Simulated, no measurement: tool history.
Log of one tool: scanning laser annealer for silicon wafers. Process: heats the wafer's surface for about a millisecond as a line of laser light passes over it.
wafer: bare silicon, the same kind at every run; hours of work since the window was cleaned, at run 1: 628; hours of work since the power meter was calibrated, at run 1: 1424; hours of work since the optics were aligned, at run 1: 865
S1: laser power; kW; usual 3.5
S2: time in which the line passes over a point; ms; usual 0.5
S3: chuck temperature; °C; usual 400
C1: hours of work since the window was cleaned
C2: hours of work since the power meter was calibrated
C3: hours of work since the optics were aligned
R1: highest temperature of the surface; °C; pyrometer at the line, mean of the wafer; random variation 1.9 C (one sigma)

run    hour     S1     S2   S3   C1    C2   C3    R1
  1       0    3.5    0.5  400  628  1424  865  1127
       56.5  -- optics aligned, line set to its width
  2    63.3    3.5    0.5  400  657  1453    3  1138
  3   100.9    3.5    0.5  400  676  1471   22  1137
  4   165.8    3.5    0.5  400  708  1503   54  1133
  5   210.8    3.5    0.5  425  730  1526   77  1161
      259.5  -- window over the wafer cleaned
  6   276.3    3.5    0.5  425    8  1557  108  1191
  7   340.4    3.5    0.5  425   40  1589  140  1189
  8   399.1    3.5  0.608  400   69  1618  169  1243
  9   455.7    3.5    0.5  400   97  1646  197  1160
 10     511    3.5    0.5  400  125  1673  224  1158
 11   551.4    3.5    0.5  400  145  1693  244  1158
 12   614.8    3.5    0.5  400  176  1725  276  1158
 13   667.7    3.5    0.5  400  202  1751  302  1150
 14   740.1    3.5  0.487  400  238  1787  338  1145
 15   794.7    3.5  0.487  400  265  1814  365  1137
 16     861    3.5    0.5  400  298  1847  398  1146
 17     918    3.5    0.5  400  326  1875  426  1146
 18   964.6    3.5    0.5  400  349  1898  449  1141
 19  1035.8    3.5    0.5  400  385  1934  484  1142
 20    1096    3.5    0.5  400  415  1963  514  1139
 21  1126.7    3.5    0.5  400  430  1979  529  1138
 22  1196.1   3.16   0.54  416  464  2013  564  1110
 23  1225.4  3.553  0.554  396  479  2028  578  1185
 24  1277.6  3.553  0.554  396  505  2053  604  1184
 25    1349  3.553  0.554  396  540  2089  640  1180
 26  1401.1  3.503   0.48  436  566  2115  665  1153
 27  1431.8   3.33  0.358  428  581  2130  681  1010
 28  1500.3  3.493  0.358  428  615  2164  715  1035
 29  1540.6    3.5  0.456  400  635  2184  735  1092
 30  1591.2  3.002    0.5  400  660  2209  760  1017
 31  1653.2  3.002    0.5  400  691  2240  790  1013
 32  1685.6  3.229    0.5  400  707  2256  806  1061
 33  1743.4  3.548    0.5  400  735  2284  835  1133
       1781  -- window over the wafer cleaned
 34  1782.5    3.5    0.5  411    1  2303  854  1163
 35  1841.2   3.15  0.565  400   30  2332  883  1116
     1862.2  -- optics aligned, line set to its width
 36  1901.3  3.092  0.367  381   57  2359   19   948
 37    1970   3.46  0.511  369   91  2393   53  1127
 38    2039    3.5  0.352  368  125  2427   88   996
 39  2082.5  3.467    0.5  363  147  2449  109  1109
 40  2146.4  3.673  0.409  389  179  2481  141  1104

Forecast each of these 3 alternatives for the next run:
  A  2183.4  3.673  0.356  389  197  2499  159   ?
  B  2183.4  3.614    0.5  367  197  2499  159   ?
  C  2183.4  3.708  0.409  389  197  2499  159   ?

run    R1
  A  1051
  B  1146
  C  1109
Without the tool's hidden state the same runs would have given:
run    R1
  A  1066
  B  1163
  C  1126
